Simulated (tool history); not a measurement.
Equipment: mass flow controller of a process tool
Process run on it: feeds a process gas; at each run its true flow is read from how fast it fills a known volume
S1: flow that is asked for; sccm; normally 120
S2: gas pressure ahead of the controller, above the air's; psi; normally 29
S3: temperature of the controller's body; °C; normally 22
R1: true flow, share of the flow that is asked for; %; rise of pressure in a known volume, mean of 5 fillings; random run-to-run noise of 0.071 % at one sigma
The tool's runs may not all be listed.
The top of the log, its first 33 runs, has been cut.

{"run": 34, "hour": 1709.0, "S1": 67, "S2": 29, "S3": 22, "R1": 99.94}
{"run": 35, "hour": 1770.7, "S1": 93, "S2": 29, "S3": 22, "R1": 100.21}
{"run": 36, "hour": 1836.5, "S1": 62, "S2": 33.6, "S3": 24, "R1": 99.89}
{"run": 37, "hour": 1910.8, "S1": 100, "S2": 29, "S3": 22, "R1": 100.35}
{"run": 38, "hour": 1963.4, "S1": 62, "S2": 29, "S3": 37, "R1": 99.24}
{"run": 39, "hour": 2014.3, "S1": 120, "S2": 29, "S3": 34, "R1": 99.75}
{"run": 40, "hour": 2057.5, "S1": 120, "S2": 29, "S3": 34, "R1": 99.68}
{"run": 41, "hour": 2128.2, "S1": 97, "S2": 22.8, "S3": 22, "R1": 100.79}
{"run": 42, "hour": 2201.2, "S1": 97, "S2": 22.8, "S3": 22, "R1": 100.93}
{"run": 43, "hour": 2252.5, "S1": 28, "S2": 22.8, "S3": 33, "R1": 99.95}

Below are 4 alternative next runs, each starting from the tool's condition after run 43. Predict each:
{"run": "A", "hour": 2313.1, "S1": 28, "S2": 32.3, "S3": 29, "R1": "?"}
{"run": "B", "hour": 2313.1, "S1": 30, "S2": 27, "S3": 30, "R1": "?"}
{"run": "C", "hour": 2313.1, "S1": 120, "S2": 28.1, "S3": 22, "R1": "?"}
{"run": "D", "hour": 2313.1, "S1": 71, "S2": 29, "S3": 22, "R1": "?"}

run=A R1=100.18
run=B R1=100.3
run=C R1=101.07
run=D R1=100.77
Take away the tool's hidden state, keep each run's random variation, and the runs would have read:
run=A R1=99.24
run=B R1=99.36
run=C R1=100.15
run=D R1=99.84
